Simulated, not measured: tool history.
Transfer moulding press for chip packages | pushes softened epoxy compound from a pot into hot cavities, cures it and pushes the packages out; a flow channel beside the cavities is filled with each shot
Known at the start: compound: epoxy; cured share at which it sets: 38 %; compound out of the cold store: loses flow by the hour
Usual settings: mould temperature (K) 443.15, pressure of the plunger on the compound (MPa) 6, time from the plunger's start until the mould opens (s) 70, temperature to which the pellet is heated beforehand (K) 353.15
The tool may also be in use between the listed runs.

run   hour  mould temperature (K)  pressure of the plunger on the compound (MPa)  time from the plunger's start until the mould opens (s)  temperature to which the pellet is heated beforehand (K)  incoming compound's hours out of the cold store  length that the compound runs in the flow channel (mm)  greatest force on the pins that push the packages out (N)
  1      0                 443.15                                              6                                                       70                                                    353.15                                               37                                                     471                                                        838
  2   36.3                 443.15                                              6                                                       70                                                    353.15                                             25.4                                                     491                                                        907
  3  102.3                 443.15                                              6                                                       70                                                    353.15                                             31.1                                                     494                                                        834
  4  142.2                 443.15                                              6                                                       70                                                    353.15                                             21.9                                                     511                                                        845
  5  197.8                 443.15                                              6                                                       70                                                    353.15                                             18.6                                                     509                                                        720
  6  267.9                 443.15                                           5.91                                                       70                                                    353.15                                             43.8                                                     460                                                        545
  7  329.3                 443.15                                           5.91                                                       70                                                    353.15                                             14.1                                                     519                                                        939
  8  395.9                 443.15                                              6                                                       62                                                    353.15                                             12.6                                                     515                                                       1209
  9  451.3                 443.15                                              6                                                       70                                                    351.15                                               35                                                     479                                                        672
 10  484.8                 439.15                                           7.31                                                       55                                                    353.15                                               47                                                     516                                                       1412
 11  554.3                 450.15                                           5.81                                                       66                                                    362.15                                             15.5                                                     492                                                        514
 12  599.7                 450.15                                           5.81                                                      106                                                    361.15                                             35.7                                                     461                                                        484
 13  647.6                 450.15                                           6.58                                                      106                                                    361.15                                             19.6                                                     520                                                        553
 14  688.1                 442.15                                           6.22                                                       76                                                    359.15                                             40.6                                                     473                                                        493
 15  733.7                 442.15                                           6.22                                                       76                                                    359.15                                             33.1                                                     474                                                        607
 16  781.2                 442.15                                           6.22                                                       76                                                    359.15                                             14.7                                                     539                                                        717
 17  817.3                 442.15                                           6.22                                                       76                                                    359.15                                             20.9                                                     514                                                        744

Not shown: 29 entries that the log had between the listed runs. Between which runs, and how does the tool's hidden state differ before and after?
Between runs 1 and 2: cavities cleaned with cleaning compound and waxed (hour 10)
  true mould temperature over the reading, C: -0.61 -> -0.63; pressure that reaches the compound, % of what is set: 96.43 -> 94.51; grip of the stained cavities, % over clean ones': 55.9 -> 58.6
  measured less the result without the state, length that the compound runs in the flow channel (mm): -8 -> -13; greatest force on the pins that push the packages out (N): +321 -> +359
Between runs 2 and 3: cavities cleaned with cleaning compound and waxed (hour 47); cavities cleaned with cleaning compound and waxed (hour 81.5); plunger's sealing rings changed (hour 102.3)
  true mould temperature over the reading, C: -0.63 -> -0.67; pressure that reaches the compound, % of what is set: 94.51 -> 99.94; grip of the stained cavities, % over clean ones': 58.6 -> 43.6
  measured less the result without the state, length that the compound runs in the flow channel (mm): -13 -> +1; greatest force on the pins that push the packages out (N): +359 -> +275
Between runs 3 and 4: cavities cleaned with cleaning compound and waxed (hour 119.7)
  true mould temperature over the reading, C: -0.67 -> -0.7; pressure that reaches the compound, % of what is set: 99.94 -> 97.73; grip of the stained cavities, % over clean ones': 43.6 -> 49
  measured less the result without the state, length that the compound runs in the flow channel (mm): +1 -> -4; greatest force on the pins that push the packages out (N): +275 -> +303
Between runs 4 and 5: cavities cleaned with cleaning compound and waxed (hour 156.5); cavities cleaned with cleaning compound and waxed (hour 189.5)
  true mould temperature over the reading, C: -0.7 -> -0.73; pressure that reaches the compound, % of what is set: 97.73 -> 94.87; grip of the stained cavities, % over clean ones': 49 -> 20.4
  measured less the result without the state, length that the compound runs in the flow channel (mm): -4 -> -12; greatest force on the pins that push the packages out (N): +303 -> +151
Between runs 5 and 6: mould's thermocouples calibrated (hour 211.6); cavities cleaned with cleaning compound and waxed (hour 230.2); plunger's sealing rings changed (hour 264.2); cavities cleaned with cleaning compound and waxed (hour 265.7)
  true mould temperature over the reading, C: -0.73 -> 0.17; pressure that reaches the compound, % of what is set: 94.87 -> 99.27; grip of the stained cavities, % over clean ones': 20.4 -> 6.7
  measured less the result without the state, length that the compound runs in the flow channel (mm): -12 -> -2; greatest force on the pins that push the packages out (N): +151 -> +29
Between runs 6 and 7: cavities cleaned with cleaning compound and waxed (hour 298.5)
  true mould temperature over the reading, C: 0.17 -> 0.13; pressure that reaches the compound, % of what is set: 99.27 -> 96.03; grip of the stained cavities, % over clean ones': 6.7 -> 61.2
  measured less the result without the state, length that the compound runs in the flow channel (mm): -2 -> -11; greatest force on the pins that push the packages out (N): +29 -> +349
Between runs 7 and 8: cavities cleaned with cleaning compound and waxed (hour 334.8); cavities cleaned with cleaning compound and waxed (hour 369.4)
  true mould temperature over the reading, C: 0.13 -> 0.09; pressure that reaches the compound, % of what is set: 96.03 -> 92.25; grip of the stained cavities, % over clean ones': 61.2 -> 58
  measured less the result without the state, length that the compound runs in the flow channel (mm): -11 -> -21; greatest force on the pins that push the packages out (N): +349 -> +439
Between runs 8 and 9: cavities cleaned with cleaning compound and waxed (hour 405.6); plunger's sealing rings changed (hour 423.2); cavities cleaned with cleaning compound and waxed (hour 441.5)
  true mould temperature over the reading, C: 0.09 -> 0.05; pressure that reaches the compound, % of what is set: 92.25 -> 98.27; grip of the stained cavities, % over clean ones': 58 -> 25.1
  measured less the result without the state, length that the compound runs in the flow channel (mm): -21 -> -4; greatest force on the pins that push the packages out (N): +439 -> +133
Between runs 9 and 10: cavities cleaned with cleaning compound and waxed (hour 475.4)
  true mould temperature over the reading, C: 0.05 -> 0.03; pressure that reaches the compound, % of what is set: 98.27 -> 96.57; grip of the stained cavities, % over clean ones': 25.1 -> 21.5
  measured less the result without the state, length that the compound runs in the flow channel (mm): -4 -> -9; greatest force on the pins that push the packages out (N): +133 -> +248
Between runs 10 and 11: cavities cleaned with cleaning compound and waxed (hour 511.5); cavities cleaned with cleaning compound and waxed (hour 545.3)
  true mould temperature over the reading, C: 0.03 -> -0.01; pressure that reaches the compound, % of what is set: 96.57 -> 92.95; grip of the stained cavities, % over clean ones': 21.5 -> 22.9
  measured less the result without the state, length that the compound runs in the flow channel (mm): -9 -> -19; greatest force on the pins that push the packages out (N): +248 -> +97
Between runs 11 and 12: plunger's sealing rings changed (hour 582); cavities cleaned with cleaning compound and waxed (hour 583.5)
  true mould temperature over the reading, C: -0.01 -> -0.04; pressure that reaches the compound, % of what is set: 92.95 -> 98.78; grip of the stained cavities, % over clean ones': 22.9 -> 38.9
  measured less the result without the state, length that the compound runs in the flow channel (mm): -19 -> -3; greatest force on the pins that push the packages out (N): +97 -> +137
Between runs 12 and 13: cavities cleaned with cleaning compound and waxed (hour 620.6)
  true mould temperature over the reading, C: -0.04 -> -0.07; pressure that reaches the compound, % of what is set: 98.78 -> 96.33; grip of the stained cavities, % over clean ones': 38.9 -> 59.5
  measured less the result without the state, length that the compound runs in the flow channel (mm): -3 -> -10; greatest force on the pins that push the packages out (N): +137 -> +208
Between runs 13 and 14: cavities cleaned with cleaning compound and waxed (hour 654.7); cavities cleaned with cleaning compound and waxed (hour 688.1)
  true mould temperature over the reading, C: -0.07 -> -0.1; pressure that reaches the compound, % of what is set: 96.33 -> 94.31; grip of the stained cavities, % over clean ones': 59.5 -> 1.7
  measured less the result without the state, length that the compound runs in the flow channel (mm): -10 -> -14; greatest force on the pins that push the packages out (N): +208 -> +11
Between runs 14 and 15: cavities cleaned with cleaning compound and waxed (hour 722.4)
  true mould temperature over the reading, C: -0.1 -> -0.13; pressure that reaches the compound, % of what is set: 94.31 -> 92.09; grip of the stained cavities, % over clean ones': 1.7 -> 28.1
  measured less the result without the state, length that the compound runs in the flow channel (mm): -14 -> -20; greatest force on the pins that push the packages out (N): +11 -> +135
Between runs 15 and 16: plunger's sealing rings changed (hour 742.6); cavities cleaned with cleaning compound and waxed (hour 758.8)
  true mould temperature over the reading, C: -0.13 -> -0.16; pressure that reaches the compound, % of what is set: 92.09 -> 97.37; grip of the stained cavities, % over clean ones': 28.1 -> 48.3
  measured less the result without the state, length that the compound runs in the flow channel (mm): -20 -> -7; greatest force on the pins that push the packages out (N): +135 -> +240
Between runs 16 and 17: cavities cleaned with cleaning compound and waxed (hour 791.3)
  true mould temperature over the reading, C: -0.16 -> -0.18; pressure that reaches the compound, % of what is set: 97.37 -> 95.38; grip of the stained cavities, % over clean ones': 48.3 -> 53.2
  measured less the result without the state, length that the compound runs in the flow channel (mm): -7 -> -12; greatest force on the pins that push the packages out (N): +240 -> +266
